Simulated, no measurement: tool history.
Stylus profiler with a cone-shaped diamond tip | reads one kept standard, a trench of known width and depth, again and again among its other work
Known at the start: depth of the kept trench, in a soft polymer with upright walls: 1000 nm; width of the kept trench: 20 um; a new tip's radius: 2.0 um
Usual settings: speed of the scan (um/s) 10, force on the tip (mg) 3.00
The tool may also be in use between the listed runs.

run,day,speed of the scan (um/s),force on the tip (mg),depth of the trench (Å),width of the trench's floor (um)
1,0.000,10,3.00,10040.1,15.64
2,2.262,10,3.00,10037.8,15.57
3,3.679,13,3.00,10031.5,15.60
4,5.750,10,1.56,10008.7,15.56
5,7.338,10,1.56,10006.4,15.49
6,9.767,10,7.22,10084.9,15.44
7,11.325,10,7.22,10082.4,15.37
8,13.525,10,7.22,10082.4,15.32
# day 14.088: height scale calibrated on a step standard
9,14.967,10,7.22,10125.6,15.37
10,16.188,12,3.00,10072.8,15.26
11,18.421,12,3.00,10069.5,15.27
12,20.275,18,4.84,10092.0,15.22
13,22.404,18,4.84,10092.3,15.16
14,23.771,26,8.04,10128.5,15.14
15,26.150,7,3.11,10059.9,15.07
16,28.338,21,5.18,10089.9,15.02
17,29.862,10,4.36,10076.8,15.02
18,31.171,2,3.19,10061.2,15.04

Forecast run 19:
19,32.875,12,3.48,?,?

depth of the trench (Å): 10068.2
width of the trench's floor (um): 14.97
Without the tool's hidden state the same run would have given depth of the trench (Å) 10079.6, width of the trench's floor (um) 16.50.

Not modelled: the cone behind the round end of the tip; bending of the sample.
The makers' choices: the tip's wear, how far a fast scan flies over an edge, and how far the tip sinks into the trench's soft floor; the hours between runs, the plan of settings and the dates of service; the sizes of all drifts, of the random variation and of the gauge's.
